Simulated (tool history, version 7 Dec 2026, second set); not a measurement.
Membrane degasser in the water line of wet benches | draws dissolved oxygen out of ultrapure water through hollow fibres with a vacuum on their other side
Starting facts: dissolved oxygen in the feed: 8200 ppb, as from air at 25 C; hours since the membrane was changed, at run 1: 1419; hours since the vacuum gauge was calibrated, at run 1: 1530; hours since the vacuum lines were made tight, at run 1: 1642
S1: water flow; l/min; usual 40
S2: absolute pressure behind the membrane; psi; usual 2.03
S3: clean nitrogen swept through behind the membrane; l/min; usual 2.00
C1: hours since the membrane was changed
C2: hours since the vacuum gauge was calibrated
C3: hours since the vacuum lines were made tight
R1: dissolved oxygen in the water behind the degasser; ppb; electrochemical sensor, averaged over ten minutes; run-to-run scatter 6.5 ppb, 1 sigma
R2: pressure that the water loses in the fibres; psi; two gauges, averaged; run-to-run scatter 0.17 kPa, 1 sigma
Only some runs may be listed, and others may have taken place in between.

{"run": 1, "day": 0.0, "S1": 40, "S2": 2.03, "S3": 2.0, "C1": 1419, "C2": 1530, "C3": 1642, "R1": 660.1, "R2": 3.796}
{"run": 2, "day": 1.838, "S1": 40, "S2": 2.03, "S3": 2.0, "C1": 1463, "C2": 1574, "C3": 1686, "R1": 657.5, "R2": 3.754}
{"run": 3, "day": 4.129, "S1": 40, "S2": 2.03, "S3": 2.0, "C1": 1518, "C2": 1629, "C3": 1741, "R1": 660.7, "R2": 3.8}
{"run": 4, "day": 7.221, "S1": 40, "S2": 2.03, "S3": 2.0, "C1": 1592, "C2": 1703, "C3": 1815, "R1": 662.4, "R2": 3.817}
{"run": 5, "day": 9.862, "S1": 40, "S2": 2.03, "S3": 2.0, "C1": 1655, "C2": 1767, "C3": 1878, "R1": 669.3, "R2": 3.771}
{"run": 6, "day": 12.483, "S1": 40, "S2": 2.03, "S3": 2.0, "C1": 1718, "C2": 1830, "C3": 1941, "R1": 646.7, "R2": 3.826}
{"run": 7, "day": 14.604, "S1": 40, "S2": 2.03, "S3": 2.0, "C1": 1769, "C2": 1881, "C3": 1992, "R1": 650.6, "R2": 3.765}
{"run": 8, "day": 16.817, "S1": 40, "S2": 2.03, "S3": 2.0, "C1": 1822, "C2": 1934, "C3": 2045, "R1": 670.8, "R2": 3.741}
{"run": 9, "day": 19.2, "S1": 55, "S2": 2.15, "S3": 5.65, "C1": 1879, "C2": 1991, "C3": 2102, "R1": 593.2, "R2": 5.169}
{"run": 10, "day": 20.817, "S1": 53, "S2": 4.77, "S3": 2.06, "C1": 1918, "C2": 2030, "C3": 2141, "R1": 1624.0, "R2": 5.002}
{"run": 11, "day": 24.175, "S1": 53, "S2": 4.77, "S3": 2.06, "C1": 1999, "C2": 2110, "C3": 2222, "R1": 1639.7, "R2": 5.059}
{"day": 24.446, "done": "vacuum gauge calibrated"}
{"run": 12, "day": 26.483, "S1": 53, "S2": 2.07, "S3": 2.06, "C1": 2054, "C2": 49, "C3": 2277, "R1": 872.4, "R2": 5.027}
{"run": 13, "day": 29.338, "S1": 63, "S2": 1.38, "S3": 2.06, "C1": 2122, "C2": 117, "C3": 2345, "R1": 794.6, "R2": 5.942}
{"run": 14, "day": 31.979, "S1": 40, "S2": 2.94, "S3": 1.55, "C1": 2186, "C2": 181, "C3": 2409, "R1": 1052.4, "R2": 3.809}
{"run": 15, "day": 34.804, "S1": 34, "S2": 4.02, "S3": 2.0, "C1": 2254, "C2": 249, "C3": 2476, "R1": 1000.5, "R2": 3.202}
{"run": 16, "day": 38.288, "S1": 34, "S2": 4.02, "S3": 2.0, "C1": 2337, "C2": 332, "C3": 2560, "R1": 982.8, "R2": 3.207}

Each row is a separate what-if for the run after 16, all from the same tool condition, not one after another. Results?
{"run": "A", "day": 39.804, "S1": 42, "S2": 4.02, "S3": 3.05, "C1": 2374, "C2": 369, "C3": 2596, "R1": "?", "R2": "?"}
{"run": "B", "day": 39.804, "S1": 37, "S2": 4.03, "S3": 0.92, "C1": 2374, "C2": 369, "C3": 2596, "R1": "?", "R2": "?"}
{"run": "C", "day": 39.804, "S1": 29, "S2": 4.7, "S3": 2.0, "C1": 2374, "C2": 369, "C3": 2596, "R1": "?", "R2": "?"}
{"run": "D", "day": 39.804, "S1": 61, "S2": 2.73, "S3": 1.2, "C1": 2374, "C2": 369, "C3": 2596, "R1": "?", "R2": "?"}

run=A R1=920.0 R2=4.035
run=B R1=1760.9 R2=3.532
run=C R1=997.6 R2=2.725
run=D R1=1635.9 R2=5.846
Without the tool's unlogged condition, the same runs would have read:
run=A R1=908.0 R2=3.990
run=B R1=1747.8 R2=3.493
run=C R1=988.4 R2=2.693
run=D R1=1616.0 R2=5.780

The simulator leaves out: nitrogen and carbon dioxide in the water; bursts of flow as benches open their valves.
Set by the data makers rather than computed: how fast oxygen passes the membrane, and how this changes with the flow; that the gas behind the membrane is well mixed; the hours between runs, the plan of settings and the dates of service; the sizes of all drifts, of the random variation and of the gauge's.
